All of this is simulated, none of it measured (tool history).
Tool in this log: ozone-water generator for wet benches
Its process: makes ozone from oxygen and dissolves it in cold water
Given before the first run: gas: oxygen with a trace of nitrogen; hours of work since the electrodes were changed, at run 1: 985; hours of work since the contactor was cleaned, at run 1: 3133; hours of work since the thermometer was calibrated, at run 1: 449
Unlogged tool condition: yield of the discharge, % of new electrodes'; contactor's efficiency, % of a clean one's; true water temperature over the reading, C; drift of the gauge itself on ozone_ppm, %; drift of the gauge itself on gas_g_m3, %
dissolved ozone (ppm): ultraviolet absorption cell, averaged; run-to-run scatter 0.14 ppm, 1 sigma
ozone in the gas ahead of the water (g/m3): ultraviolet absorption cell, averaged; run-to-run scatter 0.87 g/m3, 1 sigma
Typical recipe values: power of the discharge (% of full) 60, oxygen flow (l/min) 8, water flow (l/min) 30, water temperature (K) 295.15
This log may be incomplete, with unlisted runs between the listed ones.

run,hour,power of the discharge (% of full),oxygen flow (l/min),water flow (l/min),water temperature (K),hours of work since the electrodes were changed,hours of work since the contactor was cleaned,hours of work since the thermometer was calibrated,dissolved ozone (ppm),ozone in the gas ahead of the water (g/m3)
1,0,60,8,30,295.15,985,3133,449,15,137.1
2,80.8,60,8,30,295.15,1044,3191,507,14.8,137.3
3,121,60,8,30,295.15,1073,3220,536,14.8,137.1
4,161.6,60,8,30,295.15,1102,3249,566,14.8,135.9
5,219.9,60,8,30,295.15,1144,3291,608,14.8,136.6
6,270.3,90,8,30,295.15,1180,3328,644,19.9,184.6
7,316.2,60,8,30,294.15,1213,3361,677,14.8,137.2
8,380.8,60,8,30,294.15,1260,3407,724,14.7,137.1
9,418.5,60,8,30,294.15,1287,3435,751,15,134.8
10,453.8,60,8,30,294.15,1313,3460,777,14.6,137.8
11,517.5,60,8,30,295.15,1359,3506,823,14.5,136.4
12,550.8,60,9.02,30,295.15,1383,3530,847,14.4,126.5
13,603.2,91,8,30,295.15,1421,3568,884,19.8,183.9
14,656.6,91,8,30,295.15,1459,3606,923,19.4,183.2
# hour 686.8: contactor cleaned
15,697.4,60,8.15,30,295.15,1486,8,950,15.3,135.4
16,758.2,82,8.15,41,290.15,1529,52,993,15.5,168.3
17,811.4,71,13.3,23,298.15,1568,90,1032,17.4,112.1
18,874.1,71,13.3,23,298.15,1613,135,1077,17.4,114.1
19,946,71,13.3,23,298.15,1665,187,1129,17.4,112.7
20,989.8,60,8,30,294.15,1697,219,1161,15.5,135.2
21,1056.7,60,8,30,291.15,1745,267,1209,16.2,134.8
22,1097.2,60,12.34,30,290.15,1774,296,1238,15.4,104.2
23,1147.1,60,12.34,30,290.15,1810,332,1274,15.5,102.4
24,1187.1,92,5.9,30,296.15,1839,361,1303,20.3,216.4
25,1269.4,92,5.9,30,296.15,1898,420,1362,20.3,218.8
26,1304,92,4.23,19,296.15,1923,445,1387,29.8,266.8
27,1379.2,44,6.4,19,296.15,1978,500,1442,16.5,121.8

The same runs without the tool's hidden state, with the same run-to-run variation:
run,dissolved ozone (ppm),ozone in the gas ahead of the water (g/m3)
1,16.3,141.6
2,16.1,142
3,16.1,142.1
4,16.1,140.9
5,16.2,141.9
6,22.1,194.6
7,16.2,142.8
8,16.1,142.9
9,16.5,140.7
10,16.1,143.9
11,16,142.6
12,16,132.3
13,22.3,195.9
14,22,195.6
15,16.2,142.2
16,16.6,179.4
17,18.6,119
18,18.7,121.3
19,18.7,119.9
20,16.5,143
21,17.3,142.8
22,16.5,110.5
23,16.6,108.8
24,22.3,235.2
25,22.4,238.4
26,32.7,291
27,17.5,127.8
